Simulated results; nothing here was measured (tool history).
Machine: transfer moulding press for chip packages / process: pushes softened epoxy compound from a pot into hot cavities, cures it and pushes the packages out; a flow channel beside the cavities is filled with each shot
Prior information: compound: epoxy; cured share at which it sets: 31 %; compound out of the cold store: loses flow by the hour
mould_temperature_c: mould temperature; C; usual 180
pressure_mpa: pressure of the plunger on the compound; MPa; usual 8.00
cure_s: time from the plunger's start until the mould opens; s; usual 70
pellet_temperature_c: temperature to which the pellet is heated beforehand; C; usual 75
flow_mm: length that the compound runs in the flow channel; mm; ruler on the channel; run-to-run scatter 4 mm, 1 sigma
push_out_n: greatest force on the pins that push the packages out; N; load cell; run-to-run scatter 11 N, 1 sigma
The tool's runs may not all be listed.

run,hour,mould_temperature_c,pressure_mpa,cure_s,pellet_temperature_c,incoming compound's hours out of the cold store,flow_mm,push_out_n
1,0.0,180,8.00,70,75,37.6,856,738
2,22.2,180,8.00,70,75,26.9,909,888
# hour 47.7: cavities cleaned with cleaning compound and waxed
3,48.2,180,8.00,70,75,13.2,970,525
4,65.8,180,8.00,70,75,39.6,840,688
# hour 86.5: plunger's sealing rings changed
5,92.9,180,8.00,70,75,24.7,974,844
6,112.2,180,8.00,70,75,24.8,979,947
# hour 128.7: cavities cleaned with cleaning compound and waxed
7,129.5,180,8.00,70,75,8.6,1076,537
8,148.9,180,8.00,70,75,31.3,936,678
9,159.9,180,8.00,70,75,8.7,1062,803
10,179.4,180,8.00,70,75,40.7,877,867
11,196.5,180,8.00,70,75,39.4,880,958
# hour 206.7: cavities cleaned with cleaning compound and waxed
12,210.9,180,8.00,70,75,18.6,1005,579
13,233.4,180,8.00,70,75,19.5,983,749
14,250.1,180,7.39,70,75,28.4,891,842
# hour 264.7: mould's thermocouples calibrated
15,276.2,180,8.03,70,67,14.0,999,964
# hour 287.1: cavities cleaned with cleaning compound and waxed
16,288.9,180,8.03,70,67,46.4,832,524
17,308.2,180,8.03,70,67,28.0,920,669
18,327.5,180,8.03,108,67,32.5,898,709
19,350.3,180,8.03,53,67,37.5,859,1397
# hour 364.7: cavities cleaned with cleaning compound and waxed
20,374.9,180,8.00,72,75,8.0,1023,609
21,392.2,180,8.00,72,80,29.0,894,717
22,404.4,183,6.84,70,69,37.2,780,754
23,418.6,175,8.15,70,73,24.5,934,1051
# hour 442.7: cavities cleaned with cleaning compound and waxed
24,444.7,175,8.15,70,73,46.5,818,578
# hour 459.4: plunger's sealing rings changed
25,466.6,175,8.15,70,73,25.0,994,807
26,481.8,180,7.95,70,79,42.2,887,750
27,498.9,180,7.44,79,79,8.8,1035,795
28,517.7,180,7.44,79,79,44.1,830,890

Had the tool no unlogged condition, and each run kept its random variation, what would the results have been?
Hidden conditions of the tool in this case: true mould temperature over the reading, C; pressure that reaches the compound, % of what is set; grip of the stained cavities, % over clean ones'; drift of the gauge itself on flow_mm, %; drift of the gauge itself on push_out_n, %.
run,flow_mm,push_out_n
1,911,488
2,972,502
3,1042,496
4,906,508
5,976,505
6,985,513
7,1086,513
8,949,499
9,1079,523
10,894,492
11,901,503
12,1031,512
13,1013,501
14,922,501
15,1041,517
16,868,502
17,965,488
18,946,436
19,909,765
20,1088,503
21,955,485
22,835,463
23,1003,595
24,884,555
25,996,589
26,891,483
27,1044,453
28,840,469

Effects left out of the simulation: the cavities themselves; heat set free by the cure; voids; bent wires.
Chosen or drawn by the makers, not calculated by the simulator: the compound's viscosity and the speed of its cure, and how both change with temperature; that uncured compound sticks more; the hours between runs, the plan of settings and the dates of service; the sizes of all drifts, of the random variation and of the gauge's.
